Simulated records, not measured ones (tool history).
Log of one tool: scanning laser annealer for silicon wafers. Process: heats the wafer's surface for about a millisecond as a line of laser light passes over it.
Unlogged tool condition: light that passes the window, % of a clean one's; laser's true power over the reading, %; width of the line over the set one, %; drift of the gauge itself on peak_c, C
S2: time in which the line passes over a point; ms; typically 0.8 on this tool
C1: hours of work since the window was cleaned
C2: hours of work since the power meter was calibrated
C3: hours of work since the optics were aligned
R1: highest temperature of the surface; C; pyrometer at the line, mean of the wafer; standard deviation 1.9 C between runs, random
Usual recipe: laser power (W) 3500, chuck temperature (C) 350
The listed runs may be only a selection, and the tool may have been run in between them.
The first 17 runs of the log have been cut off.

run 18 hour=856.9 | laser_power_(W)=3607 S2=0.731 chuck_temperature_(C)=344 | C1=818 C2=1659 C3=737 | R1=1082
run 19 hour=922.8 | laser_power_(W)=3385 S2=0.602 chuck_temperature_(C)=331 | C1=848 C2=1689 C3=767 | R1=956
run 20 hour=980.3 | laser_power_(W)=3761 S2=0.728 chuck_temperature_(C)=390 | C1=874 C2=1716 C3=793 | R1=1160
-- hour=995.7 window over the wafer cleaned
run 21 hour=1047.5 | laser_power_(W)=3761 S2=0.728 chuck_temperature_(C)=390 | C1=24 C2=1745 C3=823 | R1=1184
run 22 hour=1107.7 | laser_power_(W)=3761 S2=0.728 chuck_temperature_(C)=354 | C1=51 C2=1773 C3=850 | R1=1148
-- hour=1117.7 laser's power meter calibrated
run 23 hour=1144.4 | laser_power_(W)=3595 S2=0.847 chuck_temperature_(C)=380 | C1=66 C2=12 C3=865 | R1=1187
run 24 hour=1223.3 | laser_power_(W)=3003 S2=0.974 chuck_temperature_(C)=358 | C1=102 C2=48 C3=901 | R1=1045
run 25 hour=1303 | laser_power_(W)=3003 S2=0.974 chuck_temperature_(C)=358 | C1=139 C2=85 C3=938 | R1=1044
run 26 hour=1367.1 | laser_power_(W)=3500 S2=0.8 chuck_temperature_(C)=359 | C1=168 C2=114 C3=967 | R1=1111
-- hour=1420.5 laser's power meter calibrated, once more
run 27 hour=1445 | laser_power_(W)=3066 S2=0.64 chuck_temperature_(C)=350 | C1=202 C2=11 C3=1001 | R1=933
run 28 hour=1521.1 | laser_power_(W)=3066 S2=0.64 chuck_temperature_(C)=350 | C1=237 C2=46 C3=1036 | R1=932
run 29 hour=1567 | laser_power_(W)=3066 S2=0.851 chuck_temperature_(C)=385 | C1=258 C2=67 C3=1057 | R1=1049
run 30 hour=1628.9 | laser_power_(W)=3810 S2=0.851 chuck_temperature_(C)=385 | C1=286 C2=95 C3=1085 | R1=1244
run 31 hour=1692.7 | laser_power_(W)=3500 S2=0.907 chuck_temperature_(C)=390 | C1=315 C2=124 C3=1114 | R1=1186
run 32 hour=1762 | laser_power_(W)=3806 S2=0.907 chuck_temperature_(C)=390 | C1=347 C2=156 C3=1146 | R1=1270
run 33 hour=1825.9 | laser_power_(W)=3500 S2=0.8 chuck_temperature_(C)=382 | C1=376 C2=185 C3=1175 | R1=1131

Branching from run 33: 5 alternative next runs. What would each branch give?
run A hour=1864.1 | laser_power_(W)=3500 S2=0.87 chuck_temperature_(C)=350 | C1=393 C2=202 C3=1192 | R1=?
run B hour=1864.1 | laser_power_(W)=3413 S2=0.825 chuck_temperature_(C)=350 | C1=393 C2=202 C3=1192 | R1=?
run C hour=1864.1 | laser_power_(W)=3404 S2=0.8 chuck_temperature_(C)=350 | C1=393 C2=202 C3=1192 | R1=?
run D hour=1864.1 | laser_power_(W)=3500 S2=0.689 chuck_temperature_(C)=350 | C1=393 C2=202 C3=1192 | R1=?
run E hour=1864.1 | laser_power_(W)=3500 S2=0.915 chuck_temperature_(C)=376 | C1=393 C2=202 C3=1192 | R1=?

run=A R1=1130
run=B R1=1087
run=C R1=1073
run=D R1=1051
run=E R1=1173
Had the tool no hidden state, the same runs would have come out as:
run=A R1=1152
run=B R1=1108
run=C R1=1094
run=D R1=1071
run=E R1=1196
